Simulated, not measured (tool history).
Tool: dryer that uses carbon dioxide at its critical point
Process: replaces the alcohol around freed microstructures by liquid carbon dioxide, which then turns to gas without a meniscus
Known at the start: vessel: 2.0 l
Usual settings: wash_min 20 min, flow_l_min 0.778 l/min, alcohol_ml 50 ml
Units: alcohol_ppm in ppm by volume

run	hour	wash_min	flow_l_min	alcohol_ml	alcohol_ppm
1	0.0	20	0.778	50	120
2	7.2	20	0.778	50	119
3	15.5	20	0.778	50	115
4	29.8	20	0.778	50	121
5	46.1	20	0.778	50	129
6	58.6	20	0.778	50	120
7	71.1	20	0.545	50	519
8	82.9	20	0.778	53	129
9	90.2	15	0.778	46	409
10	105.8	18	1.244	53	40
11	120.7	18	0.517	69	1280
12	131.4	18	0.517	69	1313
13	141.1	17	0.778	51	280
14	152.8	17	1.265	59	53
15	164.7	20	1.012	45	55
16	180.6	13	0.895	36	380

Some steps in alcohol_ppm between neighbouring runs. How much of each would the tool show without its hidden state too (settings, what came in, random variation), and how much is left for the hidden state, with any gauge scatter that isn't in both results?
The hidden state here: flow that reaches the vessel past the clogged filter, %; alcohol in the recycled carbon dioxide, ppm; drift of the gauge itself on alcohol_ppm, %.
Run 10 -> 11: flow_l_min 1.244 -> 0.517, alcohol_ml 53 -> 69. alcohol_ppm +1240 ppm by volume: hidden state +92, all else +1148.
